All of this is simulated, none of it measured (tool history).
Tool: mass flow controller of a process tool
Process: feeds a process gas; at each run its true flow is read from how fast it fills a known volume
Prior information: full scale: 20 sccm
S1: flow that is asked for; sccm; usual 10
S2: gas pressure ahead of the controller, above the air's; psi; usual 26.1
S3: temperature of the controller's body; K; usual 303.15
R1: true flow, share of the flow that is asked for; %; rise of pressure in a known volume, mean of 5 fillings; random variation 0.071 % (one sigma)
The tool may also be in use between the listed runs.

Run 1, hour 0.0: usual settings. Result: R1 99.07 %.
Run 2, hour 319.9: usual settings but S3 306.15 K. Result: R1 99.38 %.
Run 3, hour 531.5: usual settings but S3 306.15 K. Result: R1 99.23 %.
Run 4, hour 690.4: usual settings. Result: R1 99.06 %.
Run 5, hour 1047.9: usual settings but S2 28.1 psi. Result: R1 99.06 %.
Run 6, hour 1380.6: usual settings but S2 28.1 psi. Result: R1 100.35 %.
Run 7, hour 1634.0: usual settings but S2 28.1 psi. Result: R1 100.28 %.
Run 8, hour 1792.8: usual settings but S2 28.1 psi. Result: R1 100.43 %.
Run 9, hour 2129.2: usual settings but S2 28.1 psi. Result: R1 100.30 %.
Run 10, hour 2320.1: usual settings but S2 28.1 psi. Result: R1 100.31 %.
Run 11, hour 2474.9: usual settings but S2 28.1 psi. Result: R1 100.17 %.
Run 12, hour 2750.1: usual settings but S1 5 sccm, S3 294.15 K. Result: R1 99.34 %.
Run 13, hour 3055.5: usual settings but S1 6 sccm, S3 310.15 K. Result: R1 100.34 %.
Run 14, hour 3210.8: usual settings but S1 15 sccm, S2 35.2 psi, S3 294.15 K. Result: R1 99.33 %.
Run 15, hour 3472.4: usual settings but S2 22.3 psi, S3 301.15 K. Result: R1 99.42 %.
Run 16, hour 3776.4: usual settings but S2 40.5 psi, S3 312.15 K. Result: R1 101.35 %.
Run 17, hour 4049.0: usual settings but S1 6 sccm, S2 21.0 psi. Result: R1 99.55 %.
Run 18, hour 4287.2: usual settings but S1 6 sccm, S2 21.0 psi. Result: R1 99.54 %.
Run 19, hour 4439.7: usual settings but S1 9 sccm, S2 22.9 psi, S3 296.15 K. Result: R1 98.72 %.
Run 20, hour 4661.1: usual settings but S1 9 sccm, S2 22.9 psi, S3 293.15 K. Result: R1 98.43 %.

Removed from this log: 3 entries logged between the listed runs. Between which two listed runs does each belong, and how does the tool's hidden state at the listed run before it compare with that at the listed run after it?
Runs 5 to 6: controller exchanged for a calibrated one (hour 1244.8)
  flow at rest that the sensor doesn't see, % of full scale: 0.962 -> 0.025; true flow over the shown one, %: -3.01 -> 0.11
  measured value less the no-hidden-state value, R1: -1.08 -> +0.16 %
Runs 7 to 8: controller's zero set anew (hour 1662.1)
  flow at rest that the sensor doesn't see, % of full scale: 0.047 -> 0.089; true flow over the shown one, %: 0.04 -> -0.01
  measured value less the no-hidden-state value, R1: +0.13 -> +0.17 %
Runs 12 to 13: controller's zero set anew, once more (hour 3014.4)
  flow at rest that the sensor doesn't see, % of full scale: 0.169 -> 0.029; true flow over the shown one, %: -0.27 -> -0.35
  measured value less the no-hidden-state value, R1: +0.41 -> -0.26 %
